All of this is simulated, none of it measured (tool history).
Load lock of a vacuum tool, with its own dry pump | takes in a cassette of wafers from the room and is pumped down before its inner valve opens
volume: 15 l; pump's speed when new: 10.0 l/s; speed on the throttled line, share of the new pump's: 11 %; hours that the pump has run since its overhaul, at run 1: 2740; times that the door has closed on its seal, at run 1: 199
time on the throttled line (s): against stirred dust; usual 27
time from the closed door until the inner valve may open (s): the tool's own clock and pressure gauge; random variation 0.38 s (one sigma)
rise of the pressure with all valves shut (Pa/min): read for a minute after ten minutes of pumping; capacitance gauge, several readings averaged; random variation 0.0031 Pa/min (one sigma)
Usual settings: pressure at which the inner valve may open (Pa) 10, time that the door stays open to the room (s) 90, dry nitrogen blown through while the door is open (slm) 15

run	hour	time on the throttled line (s)	pressure at which the inner valve may open (Pa)	time that the door stays open to the room (s)	dry nitrogen blown through while the door is open (slm)	hours that the pump has run since its overhaul	times that the door has closed on its seal	incoming humidity of the room's air, %	time from the closed door until the inner valve may open (s)	rise of the pressure with all valves shut (Pa/min)
1	0	27	10	90	15	2740	199	44.9	38.8	0.064
2	66.5	28	10	90	15	2807	294	46.9	40.1	0.071
3	133.6	28	10	90	15	2874	391	43.4	39.6	0.069
4	206.1	27	10	90	15	2946	495	45.3	38.6	0.064
5	293.3	17	10	90	15	3034	620	41.6	29.9	0.068
6	353.4	17	10	90	15	3094	706	41	29.6	0.068
7	422.2	17	10	90	15	3163	805	46.2	30.4	0.075
8	521.7	17	10	90	15	3262	948	43.8	29.8	0.073
9	582.4	17	12	90	4	3323	1035	46.2	29.7	0.105
10	709.4	17	12	90	4	3450	1218	47.3	29.9	0.112
11	792.7	32	13	96	13	3533	1337	42.3	42.4	0.075
12	897.9	29	11	180	13	3638	1488	46.1	40.2	0.117
13	985.2	27	10	37	15	3726	1613	47.3	39.2	0.049
14	1074.6	41	17	45	15	3815	1742	46.2	50	0.056
15	1187.6	27	8	29	10	3928	1904	45	39.2	0.045
16	1288.9	52	12	50	11	4029	2050	43.9	60.7	0.057

4 ways to go on from here, each from the tool as it stands after run 16. What would each give?
A	1367	43	10	107	6	4107	2162	44.6	?	?
B	1367	52	12	70	11	4107	2162	44.2	?	?
C	1367	20	10	65	15	4107	2162	42	?	?
D	1367	27	10	96	44	4107	2162	46.9	?	?

run	time from the closed door until the inner valve may open (s)	rise of the pressure with all valves shut (Pa/min)
A	53.9	0.114
B	61	0.075
C	32.7	0.061
D	39	0.045
Without the tool's hidden state the same runs would have given:
run	time from the closed door until the inner valve may open (s)	rise of the pressure with all valves shut (Pa/min)
A	53.2	0.109
B	60.4	0.071
C	31.8	0.056
D	38.1	0.04
